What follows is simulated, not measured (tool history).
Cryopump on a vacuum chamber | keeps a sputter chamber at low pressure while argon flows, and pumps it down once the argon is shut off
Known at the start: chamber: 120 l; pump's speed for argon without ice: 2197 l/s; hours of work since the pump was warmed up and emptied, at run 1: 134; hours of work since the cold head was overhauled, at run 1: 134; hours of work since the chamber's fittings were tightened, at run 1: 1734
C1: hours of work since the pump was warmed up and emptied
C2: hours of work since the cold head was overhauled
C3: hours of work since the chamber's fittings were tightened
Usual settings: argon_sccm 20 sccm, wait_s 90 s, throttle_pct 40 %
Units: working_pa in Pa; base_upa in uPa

{"run": 1, "hour": 0.0, "argon_sccm": 20, "wait_s": 90, "throttle_pct": 40, "C1": 134, "C2": 134, "C3": 1734, "working_pa": 0.0397, "base_upa": 1.3}
{"run": 2, "hour": 29.0, "argon_sccm": 20, "wait_s": 90, "throttle_pct": 40, "C1": 151, "C2": 151, "C3": 1751, "working_pa": 0.0403, "base_upa": 1.35}
{"run": 3, "hour": 57.2, "argon_sccm": 20, "wait_s": 90, "throttle_pct": 40, "C1": 167, "C2": 167, "C3": 1767, "working_pa": 0.0397, "base_upa": 1.34}
{"run": 4, "hour": 84.3, "argon_sccm": 20, "wait_s": 90, "throttle_pct": 40, "C1": 183, "C2": 183, "C3": 1783, "working_pa": 0.0403, "base_upa": 1.3}
{"run": 5, "hour": 114.1, "argon_sccm": 20, "wait_s": 90, "throttle_pct": 40, "C1": 200, "C2": 200, "C3": 1800, "working_pa": 0.0416, "base_upa": 1.33}
{"run": 6, "hour": 130.7, "argon_sccm": 20, "wait_s": 90, "throttle_pct": 40, "C1": 210, "C2": 210, "C3": 1810, "working_pa": 0.0407, "base_upa": 1.36}
{"run": 7, "hour": 161.5, "argon_sccm": 20, "wait_s": 90, "throttle_pct": 40, "C1": 228, "C2": 228, "C3": 1827, "working_pa": 0.0419, "base_upa": 1.38}
{"run": 8, "hour": 187.8, "argon_sccm": 20, "wait_s": 90, "throttle_pct": 40, "C1": 243, "C2": 243, "C3": 1843, "working_pa": 0.0407, "base_upa": 1.41}
{"run": 9, "hour": 211.5, "argon_sccm": 20, "wait_s": 90, "throttle_pct": 40, "C1": 257, "C2": 257, "C3": 1857, "working_pa": 0.0412, "base_upa": 1.37}
{"hour": 237.9, "done": "leaking fittings of the chamber tightened, without venting"}
{"run": 10, "hour": 246.6, "argon_sccm": 20, "wait_s": 90, "throttle_pct": 40, "C1": 276, "C2": 276, "C3": 5, "working_pa": 0.0418, "base_upa": 0.75}
{"run": 11, "hour": 280.2, "argon_sccm": 20, "wait_s": 90, "throttle_pct": 40, "C1": 296, "C2": 296, "C3": 25, "working_pa": 0.0415, "base_upa": 0.74}
{"run": 12, "hour": 301.2, "argon_sccm": 20, "wait_s": 90, "throttle_pct": 40, "C1": 308, "C2": 308, "C3": 37, "working_pa": 0.0417, "base_upa": 0.8}
{"run": 13, "hour": 329.9, "argon_sccm": 20, "wait_s": 90, "throttle_pct": 40, "C1": 324, "C2": 324, "C3": 53, "working_pa": 0.0418, "base_upa": 0.79}
{"run": 14, "hour": 361.9, "argon_sccm": 20, "wait_s": 90, "throttle_pct": 40, "C1": 343, "C2": 343, "C3": 72, "working_pa": 0.0437, "base_upa": 0.83}
{"run": 15, "hour": 393.5, "argon_sccm": 20, "wait_s": 90, "throttle_pct": 40, "C1": 361, "C2": 361, "C3": 90, "working_pa": 0.0425, "base_upa": 0.83}
{"run": 16, "hour": 417.4, "argon_sccm": 20, "wait_s": 90, "throttle_pct": 40, "C1": 375, "C2": 375, "C3": 104, "working_pa": 0.0431, "base_upa": 0.8}
{"run": 17, "hour": 449.9, "argon_sccm": 20, "wait_s": 90, "throttle_pct": 40, "C1": 394, "C2": 394, "C3": 123, "working_pa": 0.0424, "base_upa": 0.85}
{"run": 18, "hour": 479.2, "argon_sccm": 20, "wait_s": 90, "throttle_pct": 40, "C1": 411, "C2": 411, "C3": 140, "working_pa": 0.0434, "base_upa": 0.83}
{"run": 19, "hour": 506.7, "argon_sccm": 40, "wait_s": 59, "throttle_pct": 16, "C1": 427, "C2": 427, "C3": 156, "working_pa": 0.2022, "base_upa": 1.18}
{"run": 20, "hour": 523.0, "argon_sccm": 40, "wait_s": 59, "throttle_pct": 16, "C1": 436, "C2": 436, "C3": 165, "working_pa": 0.2048, "base_upa": 1.17}
{"hour": 549.4, "done": "pump warmed up, emptied and cooled again"}
{"run": 21, "hour": 564.1, "argon_sccm": 40, "wait_s": 59, "throttle_pct": 16, "C1": 9, "C2": 457, "C3": 186, "working_pa": 0.1918, "base_upa": 1.07}
{"run": 22, "hour": 586.1, "argon_sccm": 20, "wait_s": 90, "throttle_pct": 36, "C1": 21, "C2": 470, "C3": 199, "working_pa": 0.0428, "base_upa": 0.8}
{"run": 23, "hour": 605.7, "argon_sccm": 20, "wait_s": 90, "throttle_pct": 36, "C1": 33, "C2": 482, "C3": 211, "working_pa": 0.043, "base_upa": 0.85}
{"run": 24, "hour": 633.7, "argon_sccm": 20, "wait_s": 90, "throttle_pct": 36, "C1": 49, "C2": 498, "C3": 227, "working_pa": 0.044, "base_upa": 0.83}
{"run": 25, "hour": 670.4, "argon_sccm": 29, "wait_s": 90, "throttle_pct": 40, "C1": 70, "C2": 519, "C3": 248, "working_pa": 0.0568, "base_upa": 0.86}
{"run": 26, "hour": 698.6, "argon_sccm": 11, "wait_s": 47, "throttle_pct": 39, "C1": 87, "C2": 535, "C3": 264, "working_pa": 0.0221, "base_upa": 1.36}
{"run": 27, "hour": 735.2, "argon_sccm": 20, "wait_s": 61, "throttle_pct": 21, "C1": 108, "C2": 557, "C3": 286, "working_pa": 0.074, "base_upa": 1.1}
{"run": 28, "hour": 767.0, "argon_sccm": 15, "wait_s": 211, "throttle_pct": 16, "C1": 126, "C2": 575, "C3": 304, "working_pa": 0.0736, "base_upa": 0.51}
{"run": 29, "hour": 796.4, "argon_sccm": 17, "wait_s": 38, "throttle_pct": 40, "C1": 143, "C2": 592, "C3": 321, "working_pa": 0.0342, "base_upa": 1.69}
{"run": 30, "hour": 830.8, "argon_sccm": 17, "wait_s": 38, "throttle_pct": 40, "C1": 163, "C2": 612, "C3": 341, "working_pa": 0.0331, "base_upa": 1.65}
{"run": 31, "hour": 853.1, "argon_sccm": 27, "wait_s": 180, "throttle_pct": 40, "C1": 176, "C2": 625, "C3": 354, "working_pa": 0.0545, "base_upa": 0.59}
{"run": 32, "hour": 884.2, "argon_sccm": 27, "wait_s": 180, "throttle_pct": 40, "C1": 194, "C2": 643, "C3": 372, "working_pa": 0.0556, "base_upa": 0.63}
{"run": 33, "hour": 902.2, "argon_sccm": 13, "wait_s": 90, "throttle_pct": 37, "C1": 205, "C2": 654, "C3": 383, "working_pa": 0.0283, "base_upa": 0.87}
{"run": 34, "hour": 924.7, "argon_sccm": 27, "wait_s": 90, "throttle_pct": 40, "C1": 218, "C2": 667, "C3": 396, "working_pa": 0.056, "base_upa": 0.85}
{"run": 35, "hour": 957.0, "argon_sccm": 27, "wait_s": 208, "throttle_pct": 40, "C1": 237, "C2": 686, "C3": 415, "working_pa": 0.0554, "base_upa": 0.55}

Forecast each of these 3 alternatives for the next run:
{"run": "A", "hour": 985.5, "argon_sccm": 24, "wait_s": 247, "throttle_pct": 40, "C1": 253, "C2": 702, "C3": 431, "working_pa": "?", "base_upa": "?"}
{"run": "B", "hour": 985.5, "argon_sccm": 27, "wait_s": 90, "throttle_pct": 40, "C1": 253, "C2": 702, "C3": 431, "working_pa": "?", "base_upa": "?"}
{"run": "C", "hour": 985.5, "argon_sccm": 20, "wait_s": 90, "throttle_pct": 16, "C1": 253, "C2": 702, "C3": 431, "working_pa": "?", "base_upa": "?"}

run=A working_pa=0.0494 base_upa=0.55
run=B working_pa=0.0557 base_upa=0.93
run=C working_pa=0.098 base_upa=0.88
Without the tool's hidden state the same runs would have given:
run=A working_pa=0.046 base_upa=0.36
run=B working_pa=0.0518 base_upa=0.74
run=C working_pa=0.0951 base_upa=0.69
